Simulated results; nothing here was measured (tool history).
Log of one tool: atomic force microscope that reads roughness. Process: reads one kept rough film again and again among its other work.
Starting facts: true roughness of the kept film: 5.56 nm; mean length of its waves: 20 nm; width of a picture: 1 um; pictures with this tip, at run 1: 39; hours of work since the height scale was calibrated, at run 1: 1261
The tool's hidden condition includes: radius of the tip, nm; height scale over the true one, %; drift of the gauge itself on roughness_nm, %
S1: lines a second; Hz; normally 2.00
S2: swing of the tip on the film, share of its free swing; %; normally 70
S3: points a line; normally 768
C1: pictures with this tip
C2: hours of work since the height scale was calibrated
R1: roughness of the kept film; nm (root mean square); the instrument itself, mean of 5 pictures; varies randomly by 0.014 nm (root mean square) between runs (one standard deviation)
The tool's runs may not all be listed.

{"run": 1, "hour": 0.0, "S1": 2.0, "S2": 70, "S3": 768, "C1": 39, "C2": 1261, "R1": 2.972}
{"run": 2, "hour": 41.3, "S1": 2.0, "S2": 70, "S3": 768, "C1": 124, "C2": 1285, "R1": 2.486}
{"run": 3, "hour": 76.5, "S1": 2.0, "S2": 70, "S3": 768, "C1": 197, "C2": 1306, "R1": 2.159}
{"run": 4, "hour": 130.1, "S1": 2.0, "S2": 70, "S3": 768, "C1": 307, "C2": 1338, "R1": 1.824}
{"hour": 162.1, "done": "new tip fitted"}
{"run": 5, "hour": 213.0, "S1": 2.0, "S2": 70, "S3": 768, "C1": 105, "C2": 1386, "R1": 2.613}
{"run": 6, "hour": 259.0, "S1": 2.0, "S2": 70, "S3": 768, "C1": 199, "C2": 1413, "R1": 2.135}
{"run": 7, "hour": 326.1, "S1": 2.0, "S2": 70, "S3": 768, "C1": 337, "C2": 1453, "R1": 1.75}
{"hour": 348.1, "done": "new tip fitted"}
{"run": 8, "hour": 384.3, "S1": 2.0, "S2": 70, "S3": 768, "C1": 75, "C2": 1487, "R1": 2.683}
{"run": 9, "hour": 424.7, "S1": 2.0, "S2": 70, "S3": 768, "C1": 158, "C2": 1510, "R1": 2.264}
{"run": 10, "hour": 471.0, "S1": 2.0, "S2": 71, "S3": 768, "C1": 253, "C2": 1538, "R1": 1.946}
{"hour": 531.8, "done": "new tip fitted"}
{"run": 11, "hour": 548.3, "S1": 1.62, "S2": 70, "S3": 768, "C1": 34, "C2": 1583, "R1": 3.087}
{"run": 12, "hour": 609.7, "S1": 3.67, "S2": 70, "S3": 768, "C1": 160, "C2": 1619, "R1": 2.309}
{"run": 13, "hour": 694.2, "S1": 0.51, "S2": 60, "S3": 285, "C1": 334, "C2": 1669, "R1": 1.888}
{"hour": 715.4, "done": "new tip fitted"}
{"run": 14, "hour": 756.7, "S1": 0.51, "S2": 60, "S3": 971, "C1": 85, "C2": 1705, "R1": 2.861}
{"run": 15, "hour": 831.8, "S1": 0.51, "S2": 60, "S3": 971, "C1": 239, "C2": 1749, "R1": 2.153}
{"run": 16, "hour": 867.6, "S1": 0.51, "S2": 60, "S3": 971, "C1": 313, "C2": 1770, "R1": 1.899}
{"hour": 899.1, "done": "new tip fitted"}
{"run": 17, "hour": 902.0, "S1": 1.95, "S2": 62, "S3": 768, "C1": 6, "C2": 1790, "R1": 3.366}
{"run": 18, "hour": 959.9, "S1": 0.63, "S2": 70, "S3": 768, "C1": 125, "C2": 1824, "R1": 2.617}
{"run": 19, "hour": 1001.0, "S1": 1.21, "S2": 57, "S3": 861, "C1": 210, "C2": 1849, "R1": 2.279}
{"run": 20, "hour": 1049.1, "S1": 1.21, "S2": 57, "S3": 861, "C1": 309, "C2": 1877, "R1": 1.985}
{"hour": 1081.9, "done": "new tip fitted"}
{"run": 21, "hour": 1129.2, "S1": 3.33, "S2": 70, "S3": 768, "C1": 98, "C2": 1924, "R1": 2.502}
{"run": 22, "hour": 1179.6, "S1": 0.92, "S2": 75, "S3": 768, "C1": 201, "C2": 1953, "R1": 2.185}
{"run": 23, "hour": 1253.8, "S1": 0.92, "S2": 75, "S3": 768, "C1": 354, "C2": 1997, "R1": 1.758}

Below are 5 alternative next runs, each starting from the tool's condition after run 23. Predict each:
{"hour": 1268.1, "done": "new tip fitted"}
{"run": "A", "hour": 1330.1, "S1": 0.57, "S2": 85, "S3": 768, "C1": 128, "C2": 2042, "R1": "?"}
{"hour": 1268.1, "done": "new tip fitted"}
{"run": "B", "hour": 1330.1, "S1": 0.65, "S2": 67, "S3": 795, "C1": 128, "C2": 2042, "R1": "?"}
{"hour": 1268.1, "done": "new tip fitted"}
{"run": "C", "hour": 1330.1, "S1": 0.96, "S2": 75, "S3": 391, "C1": 128, "C2": 2042, "R1": "?"}
{"hour": 1268.1, "done": "new tip fitted"}
{"run": "D", "hour": 1330.1, "S1": 0.92, "S2": 75, "S3": 434, "C1": 128, "C2": 2042, "R1": "?"}
{"hour": 1268.1, "done": "new tip fitted"}
{"run": "E", "hour": 1330.1, "S1": 2.0, "S2": 87, "S3": 792, "C1": 128, "C2": 2042, "R1": "?"}

run=A R1=2.513
run=B R1=2.572
run=C R1=2.490
run=D R1=2.497
run=E R1=2.260
With the hidden condition removed and each run's random variation left untouched, the same runs would have given:
run=A R1=3.441
run=B R1=3.521
run=C R1=3.409
run=D R1=3.419
run=E R1=3.093
